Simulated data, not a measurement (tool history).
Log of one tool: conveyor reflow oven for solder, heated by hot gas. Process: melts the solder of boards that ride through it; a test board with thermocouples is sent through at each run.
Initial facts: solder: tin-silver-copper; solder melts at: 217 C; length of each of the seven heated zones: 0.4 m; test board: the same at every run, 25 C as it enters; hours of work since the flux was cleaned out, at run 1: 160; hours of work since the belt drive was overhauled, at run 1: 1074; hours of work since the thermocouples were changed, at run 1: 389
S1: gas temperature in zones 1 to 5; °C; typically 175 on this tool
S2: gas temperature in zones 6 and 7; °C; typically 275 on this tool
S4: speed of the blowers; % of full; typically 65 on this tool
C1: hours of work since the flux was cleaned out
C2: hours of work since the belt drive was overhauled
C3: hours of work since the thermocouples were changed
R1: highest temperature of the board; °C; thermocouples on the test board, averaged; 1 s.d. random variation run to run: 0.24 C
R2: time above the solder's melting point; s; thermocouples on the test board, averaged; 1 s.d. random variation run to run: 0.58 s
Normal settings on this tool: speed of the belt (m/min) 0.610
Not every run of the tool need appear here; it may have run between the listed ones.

Run 1, hour 0.0: usual settings; C1 160; C2 1074; C3 389. Result: R1 253.4 °C, R2 60.8 s.
At hour 13.9: flux residue cleaned out of gas plates and filters.
Run 2, hour 34.3: usual settings; C1 12; C2 1091; C3 406. Result: R1 254.8 °C, R2 62.5 s.
Run 3, hour 67.1: usual settings but S2 286 °C; C1 31; C2 1110; C3 424. Result: R1 264.1 °C, R2 69.0 s.
Run 4, hour 107.5: usual settings but S2 286 °C; C1 54; C2 1133; C3 448. Result: R1 263.9 °C, R2 68.0 s.
Run 5, hour 161.5: usual settings but S2 286 °C; C1 85; C2 1164; C3 479. Result: R1 264.3 °C, R2 68.4 s.
Run 6, hour 207.6: usual settings but S2 286 °C; C1 111; C2 1191; C3 505. Result: R1 263.4 °C, R2 66.6 s.
Run 7, hour 253.8: usual settings; C1 138; C2 1217; C3 532. Result: R1 254.1 °C, R2 60.9 s.
At hour 303.9: flux residue cleaned out of gas plates and filters.
Run 8, hour 303.9: usual settings; C1 0; C2 1243; C3 558. Result: R1 255.6 °C, R2 62.5 s.
Run 9, hour 350.0: usual settings; C1 26; C2 1270; C3 584. Result: R1 255.7 °C, R2 63.1 s.
Run 10, hour 385.3: usual settings; C1 47; C2 1290; C3 604. Result: R1 255.5 °C, R2 61.1 s.
Run 11, hour 437.1: usual settings; C1 77; C2 1320; C3 634. Result: R1 254.7 °C, R2 62.5 s.
Run 12, hour 471.8: usual settings; C1 96; C2 1340; C3 654. Result: R1 255.3 °C, R2 60.8 s.
Run 13, hour 525.3: usual settings; C1 127; C2 1371; C3 685. Result: R1 255.0 °C, R2 62.2 s.
Run 14, hour 571.2: usual settings; C1 154; C2 1397; C3 711. Result: R1 254.7 °C, R2 61.1 s.
At hour 596.8: flux residue cleaned out of gas plates and filters.
Run 15, hour 622.3: usual settings; C1 15; C2 1423; C3 738. Result: R1 256.3 °C, R2 64.0 s.
Run 16, hour 661.5: usual settings; C1 37; C2 1446; C3 760. Result: R1 256.2 °C, R2 63.3 s.
Run 17, hour 688.1: usual settings but S1 188 °C, S2 279 °C; C1 52; C2 1461; C3 776. Result: R1 262.1 °C, R2 71.8 s.
At hour 693.0: thermocouples of zones 6 and 7 changed.
Run 18, hour 724.1: usual settings but speed of the belt (m/min) 0.685, S4 51 % of full; C1 72; C2 1481; C3 18. Result: R1 241.4 °C, R2 41.5 s.
Run 19, hour 774.4: usual settings but speed of the belt (m/min) 0.716; C1 101; C2 1510; C3 47. Result: R1 246.9 °C, R2 45.8 s.
At hour 781.7: belt drive overhauled, speed set with a stopwatch.
Run 20, hour 820.7: usual settings but speed of the belt (m/min) 0.716; C1 125; C2 22; C3 71. Result: R1 247.2 °C, R2 47.7 s.
Run 21, hour 864.8: usual settings but S1 187 °C, speed of the belt (m/min) 0.716; C1 151; C2 48; C3 96. Result: R1 250.2 °C, R2 53.3 s.
At hour 895.5: flux residue cleaned out of gas plates and filters.
At hour 901.8: belt drive overhauled, speed set with a stopwatch, once more.
Run 22, hour 928.0: usual settings but S1 181 °C, speed of the belt (m/min) 0.639; C1 16; C2 15; C3 128. Result: R1 252.5 °C, R2 57.6 s.
Run 23, hour 952.3: usual settings but S1 166 °C, S2 269 °C; C1 30; C2 29; C3 142. Result: R1 246.3 °C, R2 48.6 s.
Run 24, hour 986.1: usual settings but S1 166 °C, S2 269 °C; C1 50; C2 48; C3 161. Result: R1 246.0 °C, R2 49.4 s.
Run 25, hour 1037.4: usual settings but S1 166 °C, S2 269 °C; C1 79; C2 78; C3 190. Result: R1 245.5 °C, R2 48.5 s.
Run 26, hour 1088.1: usual settings but S1 166 °C, S2 269 °C; C1 108; C2 107; C3 220. Result: R1 245.1 °C, R2 49.9 s.
Run 27, hour 1140.4: usual settings but S1 166 °C, S2 269 °C, S4 62 % of full; C1 138; C2 137; C3 250. Result: R1 243.9 °C, R2 47.5 s.
At hour 1192.8: flux residue cleaned out of gas plates and filters.
Run 28, hour 1201.1: usual settings but S1 166 °C, S2 269 °C, S4 62 % of full; C1 5; C2 169; C3 282. Result: R1 246.0 °C, R2 48.9 s.
Run 29, hour 1227.7: usual settings but S2 284 °C, S4 59 % of full; C1 20; C2 184; C3 297. Result: R1 258.5 °C, R2 62.5 s.
Run 30, hour 1279.9: usual settings but S1 180 °C, S2 268 °C, S4 69 % of full; C1 50; C2 214; C3 327. Result: R1 250.5 °C, R2 58.8 s.
Run 31, hour 1325.3: usual settings but S1 163 °C, S2 268 °C, speed of the belt (m/min) 0.671; C1 76; C2 241; C3 353. Result: R1 241.1 °C, R2 38.6 s.

Had the tool no unlogged condition, and each run kept its random variation, what would the results have been?
What the log doesn't record here: heat that the gas passes to the board, % of a clean oven's; belt's true speed, % of the reading; true gas temperature in zones 6 and 7 over the reading, C; drift of the gauge itself on peak_c, C; drift of the gauge itself on liquid_s, %.
run     R1    R2
  1  253.3  59.2
  2  252.7  59.0
  3  262.1  65.7
  4  262.1  64.8
  5  262.8  65.3
  6  262.1  63.7
  7  253.0  58.2
  8  253.1  58.4
  9  253.4  59.1
 10  253.3  57.3
 11  252.8  58.9
 12  253.6  57.3
 13  253.5  58.8
 14  253.5  57.9
 15  253.3  59.1
 16  253.3  58.6
 17  259.4  67.3
 18  240.3  38.4
 19  246.4  43.5
 20  246.6  44.8
 21  249.9  50.4
 22  252.5  57.5
 23  246.4  48.7
 24  246.3  49.7
 25  246.0  48.9
 26  245.8  50.7
 27  244.9  48.5
 28  245.3  47.9
 29  257.9  61.6
 30  250.2  58.2
 31  241.1  38.4

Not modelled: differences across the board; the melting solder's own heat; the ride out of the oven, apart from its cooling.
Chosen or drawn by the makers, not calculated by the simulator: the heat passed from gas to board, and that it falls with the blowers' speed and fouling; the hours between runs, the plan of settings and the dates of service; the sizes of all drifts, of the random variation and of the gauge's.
